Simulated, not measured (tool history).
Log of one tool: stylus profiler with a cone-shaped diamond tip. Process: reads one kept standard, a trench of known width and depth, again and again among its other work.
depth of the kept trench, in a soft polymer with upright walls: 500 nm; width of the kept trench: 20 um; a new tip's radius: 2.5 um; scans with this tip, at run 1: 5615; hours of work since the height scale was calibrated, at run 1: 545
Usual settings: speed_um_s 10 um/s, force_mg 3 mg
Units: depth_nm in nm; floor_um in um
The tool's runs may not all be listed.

| run | day | speed_um_s | force_mg | scans with this tip | hours of work since the height scale was calibrated | depth_nm | floor_um |
|---|---|---|---|---|---|---|---|
| 1 | 0 | 10 | 3 | 5615 | 545 | 506.59 | 16.38 |
| 2 | 0.8 | 10 | 3 | 5730 | 556 | 506.53 | 16.34 |
| 3 | 2.662 | 10 | 3 | 5996 | 582 | 506.45 | 16.32 |
| 4 | 3.862 | 10 | 3 | 6168 | 599 | 506.64 | 16.33 |
| 5 | 5.708 | 10 | 1.57 | 6431 | 624 | 503.63 | 16.3 |
| 6 | 6.542 | 10 | 1.57 | 6550 | 636 | 503.76 | 16.26 |
| 7 | 8.188 | 10 | 1.57 | 6786 | 659 | 503.65 | 16.24 |
| 8 | 9.758 | 10 | 1.57 | 7010 | 681 | 503.38 | 16.2 |
| 9 | 11.058 | 10 | 4.86 | 7196 | 699 | 509.39 | 16.22 |
| 10 | 12.533 | 10 | 4.86 | 7407 | 719 | 509.1 | 16.15 |
| 11 | 14.108 | 10 | 4.86 | 7632 | 741 | 509.06 | 16.14 |
| 12 | 15.496 | 10 | 3.88 | 7831 | 760 | 507.57 | 16.13 |
| 13 | 16.446 | 10 | 3.33 | 7966 | 774 | 506.68 | 16.11 |
| 14 | 17.858 | 10 | 3.33 | 8168 | 793 | 506.41 | 16.05 |
| 15 | 18.904 | 10 | 3.33 | 8318 | 808 | 506.97 | 16.1 |
| 16 | 20.188 | 9 | 3.33 | 8501 | 825 | 506.58 | 16.07 |
| 17 | 21.954 | 9 | 3.33 | 8754 | 850 | 506.6 | 16.07 |
| 18 | 23.138 | 9 | 3.33 | 8923 | 866 | 506.48 | 16.02 |
| 19 | 24.342 | 9 | 1.05 | 9095 | 883 | 501.91 | 16 |
| 20 | 25.708 | 30 | 2.12 | 9290 | 902 | 504.3 | 15.89 |
| 21 | 27.496 | 7 | 1.28 | 9546 | 927 | 502.61 | 15.98 |
| 22 | 29.438 | 7 | 1.28 | 9823 | 954 | 502.32 | 15.97 |
| 23 | 31.296 | 7 | 1.28 | 10089 | 980 | 502.41 | 15.94 |
| 24 | 32.175 | 7 | 1.28 | 10214 | 992 | 502.3 | 15.92 |
| 25 | 33.829 | 28 | 5.68 | 10451 | 1015 | 509.83 | 15.83 |
| 26 | 35.379 | 19 | 2.15 | 10672 | 1036 | 504.12 | 15.8 |
| 27 | 37.042 | 19 | 2.15 | 10910 | 1059 | 503.7 | 15.77 |
| 28 | 38.492 | 12 | 2.81 | 11118 | 1080 | 505.02 | 15.8 |

4 ways to go on from here, each from the tool as it stands after run 28. What would each give?
| A | 39.85 | 36 | 1.2 | 11312 | 1098 | ? | ? |
| B | 39.85 | 21 | 6.52 | 11312 | 1098 | ? | ? |
| C | 39.85 | 10 | 1.55 | 11312 | 1098 | ? | ? |
| D | 39.85 | 10 | 1.21 | 11312 | 1098 | ? | ? |

| run | depth_nm | floor_um |
|---|---|---|
| A | 501.87 | 15.6 |
| B | 510.53 | 15.82 |
| C | 502.68 | 15.75 |
| D | 501.79 | 15.78 |
Without the tool's hidden state the same runs would have given:
| run | depth_nm | floor_um |
|---|---|---|
| A | 504.13 | 16.72 |
| B | 512.82 | 16.95 |
| C | 504.94 | 16.88 |
| D | 504.05 | 16.9 |
